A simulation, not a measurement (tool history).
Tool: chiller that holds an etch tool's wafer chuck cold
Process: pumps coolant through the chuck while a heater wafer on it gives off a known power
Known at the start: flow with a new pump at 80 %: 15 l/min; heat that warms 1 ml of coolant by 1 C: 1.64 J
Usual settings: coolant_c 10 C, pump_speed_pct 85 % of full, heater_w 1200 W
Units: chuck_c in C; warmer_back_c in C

run    hour  coolant_c  pump_speed_pct  heater_w  chuck_c  warmer_back_c
  1       0         10              85      1200     18.3           2.83
  2    92.5         10              85      1200     18.3           2.83
  3   231.3         10              85      1200     18.5            2.8
  4   398.4         10              85      1200     18.4           2.88
  5   547.9         10              85      1200     18.3           2.86
  6   712.4         10              85      1200     18.5            2.9
  7   889.4         10              85      1200     18.5           2.92
  8   991.3         10              85      1200     18.5           2.93
  9  1153.3         10              65      1200     20.6           3.86
     1166.5  -- chiller's thermometer calibrated
 10  1318.9          7              74      1147     16.3           3.22
 11  1436.2          5              80      1113     13.2           2.95
     1524.7  -- chiller's thermometer calibrated, once more
 12  1524.7          5              83      1662     17.7           4.18

Run 13 comes next. What will it give?
 13  1673          5              83      1662        ?              ?

chuck_c: 17.9 C
warmer_back_c: 4.31 C
Without the tool's hidden state the same run would have given chuck_c 16.2 C, warmer_back_c 3.98 C.
